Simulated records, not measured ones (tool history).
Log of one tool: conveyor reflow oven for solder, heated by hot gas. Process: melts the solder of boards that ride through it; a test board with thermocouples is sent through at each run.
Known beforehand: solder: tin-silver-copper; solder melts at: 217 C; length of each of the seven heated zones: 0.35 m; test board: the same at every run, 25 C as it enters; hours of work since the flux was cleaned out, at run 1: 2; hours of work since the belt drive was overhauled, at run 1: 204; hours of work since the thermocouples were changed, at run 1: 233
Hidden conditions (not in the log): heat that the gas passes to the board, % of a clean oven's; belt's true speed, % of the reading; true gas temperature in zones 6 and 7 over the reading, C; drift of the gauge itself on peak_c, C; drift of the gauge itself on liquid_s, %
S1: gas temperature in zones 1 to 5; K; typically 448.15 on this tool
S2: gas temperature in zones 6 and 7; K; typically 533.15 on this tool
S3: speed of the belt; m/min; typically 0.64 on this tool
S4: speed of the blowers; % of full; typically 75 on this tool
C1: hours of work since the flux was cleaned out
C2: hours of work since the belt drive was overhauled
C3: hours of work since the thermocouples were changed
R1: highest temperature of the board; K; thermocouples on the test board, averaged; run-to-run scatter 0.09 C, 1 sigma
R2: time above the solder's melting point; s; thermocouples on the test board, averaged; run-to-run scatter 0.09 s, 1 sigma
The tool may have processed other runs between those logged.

run	hour	S1	S2	S3	S4	C1	C2	C3	R1	R2
1	0	448.15	533.15	0.64	75	2	204	233	518.83	45.5
2	8.7	448.15	533.15	0.64	75	9	211	239	518.86	45.4
3	13	460.15	533.15	0.64	75	12	214	243	521.03	51.12
4	22	460.15	548.15	0.64	75	19	221	249	533.79	57.97
5	30.7	460.15	548.15	0.64	75	26	227	256	533.71	58.03
6	35.5	460.15	548.15	0.64	75	29	231	260	533.81	58.04
7	43.6	441.15	548.15	0.64	75	35	237	266	530.5	50.31
8	51.4	441.15	548.15	0.64	75	41	243	272	530.39	50.58
9	60.2	448.15	533.15	0.64	75	48	250	278	518.54	45.32
10	64.4	448.15	533.15	0.64	88	51	253	281	520.65	47.2
11	72.2	462.15	527.15	0.555	67	57	259	287	517.73	58.66
12	81	462.15	534.15	0.555	88	64	265	294	526.27	65.08
13	89	462.15	534.15	0.555	88	70	271	300	526.35	65.2
14	98.8	453.15	523.15	0.695	75	77	279	307	508.74	34.43
15	108.3	448.15	533.15	0.617	73	84	286	315	519.18	47.48
16	117.2	453.15	544.15	0.579	73	91	293	321	531.41	60.92
17	125.3	450.15	547.15	0.64	75	97	299	327	530.98	53.31
18	131.8	450.15	547.15	0.64	75	102	304	332	530.82	53.28
19	141	450.15	547.15	0.64	75	109	311	339	530.83	53.27
20	146.9	450.15	547.15	0.64	75	113	315	344	530.68	53.27

Below are 4 alternative next runs, each starting from the tool's condition after run 20. Predict each:
A	152.3	437.15	547.15	0.639	62	117	319	348	?	?
B	152.3	450.15	530.15	0.604	75	117	319	348	?	?
C	152.3	440.15	522.15	0.565	75	117	319	348	?	?
D	152.3	446.15	524.15	0.64	81	117	319	348	?	?

run	R1	R2
A	525.65	45.9
B	517.53	48.45
C	510.78	42.64
D	511.1	39.01
Take away the tool's hidden state, keep each run's random variation, and the runs would have read:
run	R1	R2
A	526.35	46.2
B	518.15	48.82
C	511.39	43.26
D	511.75	39.6
